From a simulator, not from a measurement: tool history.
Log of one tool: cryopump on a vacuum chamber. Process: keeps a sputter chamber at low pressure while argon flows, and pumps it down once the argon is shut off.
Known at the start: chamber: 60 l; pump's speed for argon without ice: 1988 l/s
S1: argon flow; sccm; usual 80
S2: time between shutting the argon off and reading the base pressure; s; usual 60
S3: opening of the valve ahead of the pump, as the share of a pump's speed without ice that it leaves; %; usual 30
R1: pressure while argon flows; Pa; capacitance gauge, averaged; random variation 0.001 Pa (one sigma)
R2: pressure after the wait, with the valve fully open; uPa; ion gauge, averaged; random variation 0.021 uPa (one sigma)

{"run": 1, "hour": 0.0, "S1": 80, "S2": 60, "S3": 30, "R1": 0.2305, "R2": 1.43}
{"run": 2, "hour": 91.4, "S1": 80, "S2": 42, "S3": 30, "R1": 0.2304, "R2": 1.92}
{"run": 3, "hour": 144.7, "S1": 80, "S2": 42, "S3": 30, "R1": 0.2313, "R2": 1.92}
{"run": 4, "hour": 201.7, "S1": 80, "S2": 60, "S3": 30, "R1": 0.232, "R2": 1.53}
{"run": 5, "hour": 257.1, "S1": 83, "S2": 60, "S3": 30, "R1": 0.2408, "R2": 1.47}
{"run": 6, "hour": 361.6, "S1": 83, "S2": 60, "S3": 30, "R1": 0.2434, "R2": 1.46}
{"run": 7, "hour": 458.6, "S1": 83, "S2": 60, "S3": 30, "R1": 0.2428, "R2": 1.49}
{"hour": 500.5, "done": "leaking fittings of the chamber tightened, without venting"}
{"run": 8, "hour": 538.1, "S1": 83, "S2": 60, "S3": 30, "R1": 0.244, "R2": 1.18}
{"run": 9, "hour": 622.2, "S1": 80, "S2": 60, "S3": 22, "R1": 0.3173, "R2": 1.2}
{"run": 10, "hour": 675.4, "S1": 151, "S2": 60, "S3": 30, "R1": 0.4446, "R2": 1.24}
{"run": 11, "hour": 777.0, "S1": 80, "S2": 167, "S3": 30, "R1": 0.2368, "R2": 0.6}
{"run": 12, "hour": 861.9, "S1": 91, "S2": 60, "S3": 30, "R1": 0.2679, "R2": 1.23}
{"run": 13, "hour": 930.6, "S1": 91, "S2": 60, "S3": 30, "R1": 0.2699, "R2": 1.2}
{"run": 14, "hour": 1043.6, "S1": 91, "S2": 60, "S3": 30, "R1": 0.2711, "R2": 1.22}
{"run": 15, "hour": 1117.3, "S1": 91, "S2": 60, "S3": 30, "R1": 0.271, "R2": 1.24}
{"run": 16, "hour": 1205.8, "S1": 91, "S2": 60, "S3": 30, "R1": 0.2728, "R2": 1.27}
{"hour": 1289.5, "done": "pump warmed up, emptied and cooled again"}
{"run": 17, "hour": 1299.2, "S1": 91, "S2": 60, "S3": 30, "R1": 0.2608, "R2": 1.2}
{"run": 18, "hour": 1396.5, "S1": 114, "S2": 52, "S3": 36, "R1": 0.2728, "R2": 1.39}
{"run": 19, "hour": 1513.3, "S1": 114, "S2": 52, "S3": 36, "R1": 0.2752, "R2": 1.43}
{"run": 20, "hour": 1617.0, "S1": 89, "S2": 143, "S3": 23, "R1": 0.335, "R2": 0.68}
{"run": 21, "hour": 1727.4, "S1": 76, "S2": 293, "S3": 21, "R1": 0.3141, "R2": 0.47}
{"run": 22, "hour": 1814.5, "S1": 66, "S2": 47, "S3": 18, "R1": 0.318, "R2": 1.55}
{"run": 23, "hour": 1917.3, "S1": 35, "S2": 71, "S3": 47, "R1": 0.0669, "R2": 1.09}
{"run": 24, "hour": 2035.1, "S1": 80, "S2": 32, "S3": 17, "R1": 0.4083, "R2": 2.12}
{"run": 25, "hour": 2089.5, "S1": 80, "S2": 277, "S3": 46, "R1": 0.1567, "R2": 0.53}
{"run": 26, "hour": 2205.4, "S1": 65, "S2": 110, "S3": 27, "R1": 0.2116, "R2": 0.85}
{"run": 27, "hour": 2281.0, "S1": 65, "S2": 110, "S3": 27, "R1": 0.2122, "R2": 0.85}
{"run": 28, "hour": 2397.5, "S1": 65, "S2": 110, "S3": 27, "R1": 0.2128, "R2": 0.88}
{"run": 29, "hour": 2513.1, "S1": 101, "S2": 89, "S3": 46, "R1": 0.2029, "R2": 1.02}
{"run": 30, "hour": 2607.1, "S1": 125, "S2": 89, "S3": 16, "R1": 0.6852, "R2": 0.97}
{"run": 31, "hour": 2693.4, "S1": 80, "S2": 92, "S3": 30, "R1": 0.2392, "R2": 0.99}
{"run": 32, "hour": 2798.9, "S1": 80, "S2": 60, "S3": 54, "R1": 0.1404, "R2": 1.4}
{"run": 33, "hour": 2860.8, "S1": 88, "S2": 23, "S3": 30, "R1": 0.2674, "R2": 3.01}
{"run": 34, "hour": 2923.0, "S1": 88, "S2": 23, "S3": 30, "R1": 0.2678, "R2": 2.92}

Some steps in R1 between neighbouring runs. How much of each would the tool show without its hidden state too (settings, what came in, random variation), and how much is left for the hidden state, with any gauge scatter that isn't in both results?
The hidden state here: pump's speed, % of a pump's without ice; cold plate's temperature, K; leak into the chamber, uPa l/s; drift of the gauge itself on working_pa, %; drift of the gauge itself on base_upa, %.
Run 9 -> 10: S1 80 -> 151, S3 22 -> 30. R1 +0.1273 Pa: hidden state +0.0083, all else +0.1190.
Run 10 -> 11: S1 151 -> 80, S2 60 -> 167. R1 -0.2078 Pa: hidden state -0.0069, all else -0.2009.
Run 16 -> 17: pump warmed up, emptied and cooled again. R1 -0.0120 Pa: hidden state -0.0129, all else +0.0009.
Run 23 -> 24: S1 35 -> 80, S2 71 -> 32, S3 47 -> 17. R1 +0.3414 Pa: hidden state +0.0049, all else +0.3365.
Run 29 -> 30: S1 101 -> 125, S3 46 -> 16. R1 +0.4823 Pa: hidden state +0.0051, all else +0.4772.
Run 30 -> 31: S1 125 -> 80, S2 89 -> 92, S3 16 -> 30. R1 -0.4460 Pa: hidden state -0.0067, all else -0.4393.
